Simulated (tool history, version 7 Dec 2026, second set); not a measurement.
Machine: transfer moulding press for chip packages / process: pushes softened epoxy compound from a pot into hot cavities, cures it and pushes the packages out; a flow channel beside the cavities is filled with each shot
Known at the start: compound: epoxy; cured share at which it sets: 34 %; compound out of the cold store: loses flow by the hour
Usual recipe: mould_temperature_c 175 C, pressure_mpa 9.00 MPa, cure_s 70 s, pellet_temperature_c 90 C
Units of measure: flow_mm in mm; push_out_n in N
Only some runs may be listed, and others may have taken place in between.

| run | day | mould_temperature_c | pressure_mpa | cure_s | pellet_temperature_c | incoming compound's hours out of the cold store | flow_mm | push_out_n |
|---|---|---|---|---|---|---|---|---|
| 1 | 0.000 | 175 | 9.00 | 70 | 90 | 31.3 | 631 | 437 |
|  | 0.883 | cavities cleaned with cleaning compound and waxed |
| 2 | 1.433 | 175 | 9.00 | 70 | 90 | 34.6 | 602 | 359 |
| 3 | 3.000 | 175 | 9.00 | 70 | 90 | 19.1 | 663 | 512 |
|  | 3.188 | cavities cleaned with cleaning compound and waxed |
| 4 | 4.721 | 175 | 9.00 | 70 | 90 | 37.0 | 593 | 432 |
|  | 5.450 | cavities cleaned with cleaning compound and waxed |
| 5 | 6.388 | 175 | 9.00 | 70 | 90 | 16.6 | 653 | 412 |
|  | 7.133 | plunger's sealing rings changed |
|  | 7.854 | cavities cleaned with cleaning compound and waxed |
| 6 | 7.854 | 175 | 9.00 | 70 | 90 | 11.8 | 718 | 307 |
| 7 | 9.796 | 175 | 9.00 | 70 | 90 | 11.9 | 705 | 523 |
|  | 10.117 | cavities cleaned with cleaning compound and waxed |
| 8 | 11.208 | 175 | 9.00 | 70 | 90 | 9.2 | 706 | 463 |
|  | 12.358 | cavities cleaned with cleaning compound and waxed |
| 9 | 13.088 | 175 | 9.00 | 70 | 80 | 42.8 | 592 | 376 |
| 10 | 14.446 | 175 | 9.00 | 70 | 80 | 46.6 | 569 | 483 |
|  | 14.608 | cavities cleaned with cleaning compound and waxed |
|  | 15.171 | mould's thermocouples calibrated |
| 11 | 15.592 | 175 | 9.00 | 70 | 80 | 34.8 | 607 | 423 |
|  | 16.804 | plunger's sealing rings changed |
|  | 17.054 | cavities cleaned with cleaning compound and waxed |
| 12 | 17.525 | 175 | 9.00 | 70 | 80 | 44.1 | 604 | 340 |
| 13 | 18.658 | 175 | 9.00 | 70 | 80 | 14.1 | 699 | 511 |
|  | 19.362 | cavities cleaned with cleaning compound and waxed |
|  | 20.154 | mould's thermocouples calibrated, once more |
| 14 | 20.571 | 175 | 9.00 | 70 | 90 | 18.7 | 679 | 451 |
|  | 21.746 | cavities cleaned with cleaning compound and waxed |
| 15 | 21.746 | 181 | 8.34 | 76 | 94 | 13.7 | 644 | 209 |
| 16 | 23.000 | 174 | 8.34 | 76 | 94 | 14.5 | 664 | 394 |
|  | 24.100 | cavities cleaned with cleaning compound and waxed |
| 17 | 25.021 | 175 | 10.48 | 70 | 85 | 23.3 | 700 | 419 |
|  | 26.525 | plunger's sealing rings changed |
|  | 26.588 | cavities cleaned with cleaning compound and waxed |
| 18 | 27.238 | 170 | 10.46 | 70 | 94 | 22.5 | 742 | 526 |
|  | 28.808 | cavities cleaned with cleaning compound and waxed |
| 19 | 28.883 | 170 | 10.46 | 70 | 94 | 11.8 | 761 | 439 |
| 20 | 30.404 | 175 | 9.00 | 64 | 90 | 8.8 | 700 | 593 |
|  | 31.158 | cavities cleaned with cleaning compound and waxed |
| 21 | 31.425 | 175 | 9.00 | 64 | 90 | 9.7 | 705 | 392 |
| 22 | 32.654 | 175 | 9.00 | 51 | 90 | 39.9 | 590 | 874 |
|  | 33.483 | cavities cleaned with cleaning compound and waxed |
| 23 | 34.696 | 175 | 10.98 | 51 | 82 | 43.5 | 646 | 848 |
|  | 35.842 | cavities cleaned with cleaning compound and waxed |
|  | 36.167 | plunger's sealing rings changed |
| 24 | 36.296 | 175 | 10.98 | 51 | 82 | 47.3 | 649 | 677 |
|  | 38.188 | cavities cleaned with cleaning compound and waxed |
| 25 | 38.188 | 175 | 10.98 | 51 | 82 | 41.2 | 658 | 565 |
| 26 | 39.358 | 175 | 10.12 | 70 | 96 | 32.4 | 662 | 394 |
|  | 40.442 | cavities cleaned with cleaning compound and waxed |
| 27 | 41.083 | 178 | 10.35 | 54 | 98 | 12.8 | 732 | 575 |
| 28 | 42.417 | 178 | 10.35 | 54 | 98 | 47.3 | 599 | 625 |

Run by run, hidden condition taken away, random variation retained:
Hidden conditions of the tool in this case: true mould temperature over the reading, C; pressure that reaches the compound, % of what is set; grip of the stained cavities, % over clean ones'; drift of the gauge itself on flow_mm, %; drift of the gauge itself on push_out_n, %.
| run | flow_mm | push_out_n |
|---|---|---|
| 1 | 639 | 273 |
| 2 | 614 | 280 |
| 3 | 682 | 293 |
| 4 | 615 | 270 |
| 5 | 683 | 286 |
| 6 | 721 | 299 |
| 7 | 715 | 303 |
| 8 | 720 | 307 |
| 9 | 609 | 269 |
| 10 | 589 | 271 |
| 11 | 631 | 286 |
| 12 | 607 | 267 |
| 13 | 706 | 303 |
| 14 | 694 | 302 |
| 15 | 662 | 207 |
| 16 | 688 | 262 |
| 17 | 732 | 298 |
| 18 | 745 | 405 |
| 19 | 771 | 424 |
| 20 | 714 | 363 |
| 21 | 723 | 348 |
| 22 | 609 | 550 |
| 23 | 673 | 564 |
| 24 | 650 | 556 |
| 25 | 665 | 559 |
| 26 | 673 | 257 |
| 27 | 751 | 446 |
| 28 | 620 | 363 |
